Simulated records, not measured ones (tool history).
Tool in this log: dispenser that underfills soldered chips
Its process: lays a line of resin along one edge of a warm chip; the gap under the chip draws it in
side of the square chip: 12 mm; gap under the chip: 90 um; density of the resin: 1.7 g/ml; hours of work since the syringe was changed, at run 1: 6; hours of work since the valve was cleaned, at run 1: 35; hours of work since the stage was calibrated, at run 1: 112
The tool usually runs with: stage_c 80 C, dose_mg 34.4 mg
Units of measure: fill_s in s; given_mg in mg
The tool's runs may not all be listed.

run	hour	stage_c	dose_mg	hours of work since the syringe was changed	hours of work since the valve was cleaned	hours of work since the stage was calibrated	fill_s	given_mg
1	0	80	34.4	6	35	112	133.2	34.07
2	5.9	80	34.4	10	38	116	156.4	33.74
# hour 7.1: new syringe of resin
3	10.4	80	34.4	2	41	118	105.4	33.79
4	14.6	71	34.4	5	44	121	179.5	33.77
5	19.7	71	34.4	8	47	124	208.8	33.41
6	22.2	71	34.4	9	48	126	227.2	33.58
# hour 24.1: new syringe of resin
7	25.8	71	34.4	1	50	128	152.8	33.47
8	31.6	74	34.4	5	54	131	155.8	33.46
9	36.4	83	42.6	8	57	134	118.7	41.45
10	39.1	75	35.3	9	59	136	183.3	34.37
# hour 40.8: new syringe of resin
11	43.4	74	35.3	2	61	139	139	33.95
12	48.9	73	40.6	5	65	142	163.7	39.5
13	53.3	89	35.5	8	67	145	95.1	34.52

Each row is a separate what-if for the run after 13, all from the same tool condition, not one after another. Results?
# hour 58: new syringe of resin
A	59.8	80	31	1	71	149	?	?
# hour 58: new syringe of resin
B	59.8	83	30.5	1	71	149	?	?
# hour 58: new syringe of resin
C	59.8	80	35.8	1	71	149	?	?

run	fill_s	given_mg
A	104.6	29.63
B	93	29.44
C	103.3	34.9
With no hidden state in the tool, these same runs would have given:
run	fill_s	given_mg
A	102.5	30.74
B	90.9	30.55
C	101.6	36.21
